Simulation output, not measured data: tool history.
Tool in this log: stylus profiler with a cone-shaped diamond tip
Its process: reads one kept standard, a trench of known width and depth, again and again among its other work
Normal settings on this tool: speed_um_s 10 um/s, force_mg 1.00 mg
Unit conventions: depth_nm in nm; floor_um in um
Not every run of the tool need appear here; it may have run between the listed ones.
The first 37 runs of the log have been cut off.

run,hour,speed_um_s,force_mg,scans with this tip,hours of work since the height scale was calibrated,depth_nm,floor_um
38,952.3,27,1.56,8274,1555,101.52,97.81
39,986.4,16,0.75,8395,1578,101.17,97.89
40,1022.2,7,0.97,8522,1602,101.25,97.95
41,1037.5,16,0.42,8576,1612,100.98,97.80
42,1067.6,2,1.06,8683,1632,101.36,97.98
43,1082.6,22,0.48,8736,1642,101.04,97.68
44,1100.1,11,1.88,8798,1654,101.69,97.90
45,1129.0,11,1.88,8900,1673,101.74,97.93
46,1143.9,3,0.50,8953,1683,101.07,97.92
47,1163.3,4,0.53,9022,1696,101.06,97.94

Forecast each of these 4 alternatives for the next run:
A,1194.3,5,0.61,9132,1716,?,?
B,1194.3,7,0.49,9132,1716,?,?
C,1194.3,9,0.73,9132,1716,?,?
D,1194.3,26,0.86,9132,1716,?,?

run,depth_nm,floor_um
A,101.12,97.92
B,101.05,97.90
C,101.22,97.92
D,101.25,97.74
What these runs would have given with no unlogged condition in the tool:
run,depth_nm,floor_um
A,100.53,98.71
B,100.47,98.69
C,100.63,98.71
D,100.66,98.53

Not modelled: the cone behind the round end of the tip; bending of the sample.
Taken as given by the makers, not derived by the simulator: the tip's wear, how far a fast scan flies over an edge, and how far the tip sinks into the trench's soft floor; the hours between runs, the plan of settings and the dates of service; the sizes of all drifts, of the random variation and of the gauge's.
